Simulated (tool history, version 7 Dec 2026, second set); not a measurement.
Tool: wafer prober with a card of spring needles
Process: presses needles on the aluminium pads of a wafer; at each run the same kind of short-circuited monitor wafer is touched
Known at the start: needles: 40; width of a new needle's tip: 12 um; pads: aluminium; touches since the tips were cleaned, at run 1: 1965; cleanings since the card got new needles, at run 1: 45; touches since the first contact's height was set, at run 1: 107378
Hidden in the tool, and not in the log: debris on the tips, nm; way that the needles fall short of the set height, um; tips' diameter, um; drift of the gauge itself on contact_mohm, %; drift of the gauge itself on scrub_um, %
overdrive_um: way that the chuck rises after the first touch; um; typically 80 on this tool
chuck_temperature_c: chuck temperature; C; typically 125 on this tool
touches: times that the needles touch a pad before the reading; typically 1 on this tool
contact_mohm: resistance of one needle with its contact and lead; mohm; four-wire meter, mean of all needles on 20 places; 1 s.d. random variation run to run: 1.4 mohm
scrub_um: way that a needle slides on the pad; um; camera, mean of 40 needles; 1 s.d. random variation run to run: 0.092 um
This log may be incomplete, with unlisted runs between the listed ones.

run	hour	overdrive_um	chuck_temperature_c	touches	touches since the tips were cleaned	cleanings since the card got new needles	touches since the first contact's height was set	contact_mohm	scrub_um
1	0	80	125	1	1965	45	107378	139	18.83
# hour 11.1: tips cleaned on abrasive film
# hour 28.6: tips cleaned on abrasive film
2	36.9	80	125	1	3266	47	121833	146	18.77
# hour 43.7: tips cleaned on abrasive film
# hour 61.1: tips cleaned on abrasive film
# hour 78.1: tips cleaned on abrasive film
3	78.1	80	125	1	0	50	137964	132	18.56
# hour 94.3: tips cleaned on abrasive film
# hour 112.5: tips cleaned on abrasive film
# hour 129.6: tips cleaned on abrasive film
4	133.2	80	125	1	1394	53	159585	137	18.74
# hour 147.2: tips cleaned on abrasive film
# hour 165.1: tips cleaned on abrasive film
# hour 179.9: tips cleaned on abrasive film
5	185.7	80	125	1	2284	56	180168	143	18.74
# hour 196.8: tips cleaned on abrasive film
# hour 215.2: tips cleaned on abrasive film
6	225.3	67	125	1	4015	58	195735	159	15.52
# hour 232.1: tips cleaned on abrasive film
# hour 248.5: tips cleaned on abrasive film
7	260.4	80	125	1	4725	60	209497	149	18.57
# hour 264.2: tips cleaned on abrasive film
# hour 271.8: height of the first contact set anew
# hour 282.9: tips cleaned on abrasive film
# hour 300.2: tips cleaned on abrasive film, once more
# hour 318: tips cleaned on abrasive film
8	323.7	87	125	1	2224	64	20327	140	20.73
# hour 334: tips cleaned on abrasive film
# hour 351.3: tips cleaned on abrasive film
# hour 368.3: tips cleaned on abrasive film
9	374.2	80	125	2	2318	67	40114	137	18.99
# hour 385.2: tips cleaned on abrasive film
# hour 402.6: tips cleaned on abrasive film
# hour 417.7: tips cleaned on abrasive film
10	418.1	80	125	2	134	70	57311	131	18.88
# hour 435.3: tips cleaned on abrasive film
11	447.1	80	62	2	4649	71	68724	135	19.09
# hour 450.1: tips cleaned on abrasive film
# hour 468.1: tips cleaned on abrasive film
# hour 485.6: tips cleaned on abrasive film
12	487.9	80	62	2	903	74	84706	126	19.01
# hour 502.7: tips cleaned on abrasive film
# hour 520.6: tips cleaned on abrasive film
# hour 539: tips cleaned on abrasive film
13	551.9	80	62	2	5094	77	109821	134	18.87
# hour 555.7: tips cleaned on abrasive film
# hour 573.9: tips cleaned on abrasive film
# hour 591.5: tips cleaned on abrasive film
14	603	80	62	2	4524	80	129841	136	18.91
# hour 606.7: tips cleaned on abrasive film
# hour 624.2: tips cleaned on abrasive film
15	629.2	83	120	1	1988	82	140120	142	19.35
# hour 639.7: tips cleaned on abrasive film
# hour 657: tips cleaned on abrasive film
16	664.9	67	125	1	3118	84	154098	157	15.59
# hour 674.2: tips cleaned on abrasive film
# hour 692.5: tips cleaned on abrasive film
# hour 709.9: tips cleaned on abrasive film
17	718.4	67	125	1	3351	87	175073	155	15.57
# hour 725.2: tips cleaned on abrasive film
# hour 742.2: tips cleaned on abrasive film
# hour 760.3: tips cleaned on abrasive film
18	762.5	67	125	1	871	90	192352	144	15.54
# hour 777.2: tips cleaned on abrasive film
# hour 794.2: tips cleaned on abrasive film
19	794.2	63	99	2	0	92	204762	131	14.38
# hour 811.4: tips cleaned on abrasive film
# hour 818: height of the first contact set anew
# hour 828.2: tips cleaned on abrasive film
# hour 844.6: tips cleaned on abrasive film
20	854.9	82	59	1	4088	95	14468	143	19.56
# hour 860.6: tips cleaned on abrasive film
# hour 879: tips cleaned on abrasive film
# hour 896.4: tips cleaned on abrasive film
21	898.1	82	59	1	687	98	31390	125	19.74
# hour 912.4: tips cleaned on abrasive film
# hour 930.8: tips cleaned on abrasive film
22	940.3	79	56	1	3761	100	47957	143	18.61
# hour 947.4: tips cleaned on abrasive film
# hour 965: tips cleaned on abrasive film
23	977.9	79	56	1	5067	102	62684	148	18.59
# hour 981.6: tips cleaned on abrasive film
# hour 999.6: tips cleaned on abrasive film
24	1012.4	79	56	1	5050	104	76206	145	18.7
# hour 1016.1: tips cleaned on abrasive film
# hour 1034.2: tips cleaned on abrasive film
# hour 1052.6: tips cleaned on abrasive film
25	1066.2	85	44	2	5343	107	97306	133	20.02
# hour 1069.9: tips cleaned on abrasive film
# hour 1087.3: tips cleaned on abrasive film
# hour 1104.6: tips cleaned on abrasive film
26	1115.1	83	65	1	4140	110	116472	144	19.45
# hour 1122.2: tips cleaned on abrasive film
# hour 1140.5: tips cleaned on abrasive film
# hour 1158.4: tips cleaned on abrasive film
27	1160.3	96	125	1	730	113	134189	132	22.47
# hour 1173.9: tips cleaned on abrasive film
# hour 1190.6: tips cleaned on abrasive film
# hour 1208.2: tips cleaned on abrasive film
28	1219	97	114	3	4257	116	157203	133	22.57

Describe how what the log doesn't record of the tool's condition differs between the last listed run preceding each entry between runs and the first listed run following it.
Run 1 -> run 2: tips cleaned on abrasive film (hour 11.1); tips cleaned on abrasive film (hour 28.6)
  debris on the tips, nm: 52.1 -> 74.3; way that the needles fall short of the set height, um: 1.18 -> 1.4; tips' diameter, um: 13.26 -> 13.73
  what was measured, less what the result would be without the hidden state, contact_mohm: +10 -> +15 mohm; scrub_um: -0.28 -> -0.33 um
Run 2 -> run 3: tips cleaned on abrasive film (hour 43.7); tips cleaned on abrasive film (hour 61.1); tips cleaned on abrasive film (hour 78.1)
  debris on the tips, nm: 74.3 -> 12.7; way that the needles fall short of the set height, um: 1.4 -> 1.64; tips' diameter, um: 13.73 -> 13.82
  what was measured, less what the result would be without the hidden state, contact_mohm: +15 -> +2 mohm; scrub_um: -0.33 -> -0.39 um
Run 3 -> run 4: tips cleaned on abrasive film (hour 94.3); tips cleaned on abrasive film (hour 112.5); tips cleaned on abrasive film (hour 129.6)
  debris on the tips, nm: 12.7 -> 42.6; way that the needles fall short of the set height, um: 1.64 -> 1.88; tips' diameter, um: 13.82 -> 13.9
  what was measured, less what the result would be without the hidden state, contact_mohm: +2 -> +8 mohm; scrub_um: -0.39 -> -0.45 um
Run 4 -> run 5: tips cleaned on abrasive film (hour 147.2); tips cleaned on abrasive film (hour 165.1); tips cleaned on abrasive film (hour 179.9)
  debris on the tips, nm: 42.6 -> 64; way that the needles fall short of the set height, um: 1.88 -> 2.13; tips' diameter, um: 13.9 -> 13.99
  what was measured, less what the result would be without the hidden state, contact_mohm: +8 -> +13 mohm; scrub_um: -0.45 -> -0.51 um
Run 5 -> run 6: tips cleaned on abrasive film (hour 196.8); tips cleaned on abrasive film (hour 215.2)
  debris on the tips, nm: 64 -> 90.2; way that the needles fall short of the set height, um: 2.13 -> 2.3; tips' diameter, um: 13.99 -> 14.05
  what was measured, less what the result would be without the hidden state, contact_mohm: +13 -> +28 mohm; scrub_um: -0.51 -> -0.55 um
Run 6 -> run 7: tips cleaned on abrasive film (hour 232.1); tips cleaned on abrasive film (hour 248.5)
  debris on the tips, nm: 90.2 -> 88.1; way that the needles fall short of the set height, um: 2.3 -> 2.43; tips' diameter, um: 14.05 -> 14.09
  what was measured, less what the result would be without the hidden state, contact_mohm: +28 -> +19 mohm; scrub_um: -0.55 -> -0.58 um
Run 7 -> run 8: tips cleaned on abrasive film (hour 264.2); height of the first contact set anew (hour 271.8); tips cleaned on abrasive film (hour 282.9); tips cleaned on abrasive film, once more (hour 300.2); tips cleaned on abrasive film (hour 318)
  debris on the tips, nm: 88.1 -> 58.2; way that the needles fall short of the set height, um: 2.43 -> 0.22; tips' diameter, um: 14.09 -> 14.2
  what was measured, less what the result would be without the hidden state, contact_mohm: +19 -> +9 mohm; scrub_um: -0.58 -> -0.05 um
Run 8 -> run 9: tips cleaned on abrasive film (hour 334); tips cleaned on abrasive film (hour 351.3); tips cleaned on abrasive film (hour 368.3)
  debris on the tips, nm: 58.2 -> 69.6; way that the needles fall short of the set height, um: 0.22 -> 0.46; tips' diameter, um: 14.2 -> 14.29
  what was measured, less what the result would be without the hidden state, contact_mohm: +9 -> +8 mohm; scrub_um: -0.05 -> -0.1 um
Run 9 -> run 10: tips cleaned on abrasive film (hour 385.2); tips cleaned on abrasive film (hour 402.6); tips cleaned on abrasive film (hour 417.7)
  debris on the tips, nm: 69.6 -> 10.7; way that the needles fall short of the set height, um: 0.46 -> 0.67; tips' diameter, um: 14.29 -> 14.36
  what was measured, less what the result would be without the hidden state, contact_mohm: +8 -> +1 mohm; scrub_um: -0.1 -> -0.16 um
Run 10 -> run 11: tips cleaned on abrasive film (hour 435.3)
  debris on the tips, nm: 10.7 -> 91.5; way that the needles fall short of the set height, um: 0.67 -> 0.75; tips' diameter, um: 14.36 -> 14.39
  what was measured, less what the result would be without the hidden state, contact_mohm: +1 -> +13 mohm; scrub_um: -0.16 -> -0.18 um
Run 11 -> run 12: tips cleaned on abrasive film (hour 450.1); tips cleaned on abrasive film (hour 468.1); tips cleaned on abrasive film (hour 485.6)
  debris on the tips, nm: 91.5 -> 26.2; way that the needles fall short of the set height, um: 0.75 -> 0.98; tips' diameter, um: 14.39 -> 14.47
  what was measured, less what the result would be without the hidden state, contact_mohm: +13 -> +4 mohm; scrub_um: -0.18 -> -0.24 um
Run 12 -> run 13: tips cleaned on abrasive film (hour 502.7); tips cleaned on abrasive film (hour 520.6); tips cleaned on abrasive film (hour 539)
  debris on the tips, nm: 26.2 -> 101; way that the needles fall short of the set height, um: 0.98 -> 1.22; tips' diameter, um: 14.47 -> 14.55
  what was measured, less what the result would be without the hidden state, contact_mohm: +4 -> +15 mohm; scrub_um: -0.24 -> -0.29 um
Run 13 -> run 14: tips cleaned on abrasive film (hour 555.7); tips cleaned on abrasive film (hour 573.9); tips cleaned on abrasive film (hour 591.5)
  debris on the tips, nm: 101 -> 91; way that the needles fall short of the set height, um: 1.22 -> 1.48; tips' diameter, um: 14.55 -> 14.64
  what was measured, less what the result would be without the hidden state, contact_mohm: +15 -> +15 mohm; scrub_um: -0.29 -> -0.36 um
Run 14 -> run 15: tips cleaned on abrasive film (hour 606.7); tips cleaned on abrasive film (hour 624.2)
  debris on the tips, nm: 91 -> 61.2; way that the needles fall short of the set height, um: 1.48 -> 1.63; tips' diameter, um: 14.64 -> 14.7
  what was measured, less what the result would be without the hidden state, contact_mohm: +15 -> +12 mohm; scrub_um: -0.36 -> -0.39 um
Run 15 -> run 16: tips cleaned on abrasive film (hour 639.7); tips cleaned on abrasive film (hour 657)
  debris on the tips, nm: 61.2 -> 79.4; way that the needles fall short of the set height, um: 1.63 -> 1.76; tips' diameter, um: 14.7 -> 14.74
  what was measured, less what the result would be without the hidden state, contact_mohm: +12 -> +26 mohm; scrub_um: -0.39 -> -0.42 um
Run 16 -> run 17: tips cleaned on abrasive film (hour 674.2); tips cleaned on abrasive film (hour 692.5); tips cleaned on abrasive film (hour 709.9)
  debris on the tips, nm: 79.4 -> 73.6; way that the needles fall short of the set height, um: 1.76 -> 1.98; tips' diameter, um: 14.74 -> 14.82
  what was measured, less what the result would be without the hidden state, contact_mohm: +26 -> +25 mohm; scrub_um: -0.42 -> -0.47 um
Run 17 -> run 18: tips cleaned on abrasive film (hour 725.2); tips cleaned on abrasive film (hour 742.2); tips cleaned on abrasive film (hour 760.3)
  debris on the tips, nm: 73.6 -> 33.2; way that the needles fall short of the set height, um: 1.98 -> 2.2; tips' diameter, um: 14.82 -> 14.9
  what was measured, less what the result would be without the hidden state, contact_mohm: +25 -> +12 mohm; scrub_um: -0.47 -> -0.53 um
Run 18 -> run 19: tips cleaned on abrasive film (hour 777.2); tips cleaned on abrasive film (hour 794.2)
  debris on the tips, nm: 33.2 -> 5.7; way that the needles fall short of the set height, um: 2.2 -> 2.39; tips' diameter, um: 14.9 -> 14.96
  what was measured, less what the result would be without the hidden state, contact_mohm: +12 -> +4 mohm; scrub_um: -0.53 -> -0.57 um
Run 19 -> run 20: tips cleaned on abrasive film (hour 811.4); height of the first contact set anew (hour 818); tips cleaned on abrasive film (hour 828.2); tips cleaned on abrasive film (hour 844.6)
  debris on the tips, nm: 5.7 -> 85.8; way that the needles fall short of the set height, um: 2.39 -> 0.16; tips' diameter, um: 14.96 -> 15.04
  what was measured, less what the result would be without the hidden state, contact_mohm: +4 -> +22 mohm; scrub_um: -0.57 -> -0.04 um
Run 20 -> run 21: tips cleaned on abrasive film (hour 860.6); tips cleaned on abrasive film (hour 879); tips cleaned on abrasive film (hour 896.4)
  debris on the tips, nm: 85.8 -> 28.8; way that the needles fall short of the set height, um: 0.16 -> 0.35; tips' diameter, um: 15.04 -> 15.11
  what was measured, less what the result would be without the hidden state, contact_mohm: +22 -> +8 mohm; scrub_um: -0.04 -> -0.08 um
Run 21 -> run 22: tips cleaned on abrasive film (hour 912.4); tips cleaned on abrasive film (hour 930.8)
  debris on the tips, nm: 28.8 -> 84.4; way that the needles fall short of the set height, um: 0.35 -> 0.52; tips' diameter, um: 15.11 -> 15.17
  what was measured, less what the result would be without the hidden state, contact_mohm: +8 -> +23 mohm; scrub_um: -0.08 -> -0.12 um
Run 22 -> run 23: tips cleaned on abrasive film (hour 947.4); tips cleaned on abrasive film (hour 965)
  debris on the tips, nm: 84.4 -> 99.3; way that the needles fall short of the set height, um: 0.52 -> 0.68; tips' diameter, um: 15.17 -> 15.23
  what was measured, less what the result would be without the hidden state, contact_mohm: +23 -> +27 mohm; scrub_um: -0.12 -> -0.17 um
Run 23 -> run 24: tips cleaned on abrasive film (hour 981.6); tips cleaned on abrasive film (hour 999.6)
  debris on the tips, nm: 99.3 -> 94.9; way that the needles fall short of the set height, um: 0.68 -> 0.81; tips' diameter, um: 15.23 -> 15.27
  what was measured, less what the result would be without the hidden state, contact_mohm: +27 -> +26 mohm; scrub_um: -0.17 -> -0.2 um
Run 24 -> run 25: tips cleaned on abrasive film (hour 1016.1); tips cleaned on abrasive film (hour 1034.2); tips cleaned on abrasive film (hour 1052.6)
  debris on the tips, nm: 94.9 -> 102.7; way that the needles fall short of the set height, um: 0.81 -> 1.06; tips' diameter, um: 15.27 -> 15.36
  what was measured, less what the result would be without the hidden state, contact_mohm: +26 -> +15 mohm; scrub_um: -0.2 -> -0.25 um
Run 25 -> run 26: tips cleaned on abrasive film (hour 1069.9); tips cleaned on abrasive film (hour 1087.3); tips cleaned on abrasive film (hour 1104.6)
  debris on the tips, nm: 102.7 -> 86.3; way that the needles fall short of the set height, um: 1.06 -> 1.36; tips' diameter, um: 15.36 -> 15.46
  what was measured, less what the result would be without the hidden state, contact_mohm: +15 -> +22 mohm; scrub_um: -0.25 -> -0.32 um
Run 26 -> run 27: tips cleaned on abrasive film (hour 1122.2); tips cleaned on abrasive film (hour 1140.5); tips cleaned on abrasive film (hour 1158.4)
  debris on the tips, nm: 86.3 -> 22.7; way that the needles fall short of the set height, um: 1.36 -> 1.62; tips' diameter, um: 15.46 -> 15.56
  what was measured, less what the result would be without the hidden state, contact_mohm: +22 -> +2 mohm; scrub_um: -0.32 -> -0.38 um
Run 27 -> run 28: tips cleaned on abrasive film (hour 1173.9); tips cleaned on abrasive film (hour 1190.6); tips cleaned on abrasive film (hour 1208.2)
  debris on the tips, nm: 22.7 -> 93.7; way that the needles fall short of the set height, um: 1.62 -> 1.83; tips' diameter, um: 15.56 -> 15.63
  what was measured, less what the result would be without the hidden state, contact_mohm: +2 -> +5 mohm; scrub_um: -0.38 -> -0.44 um
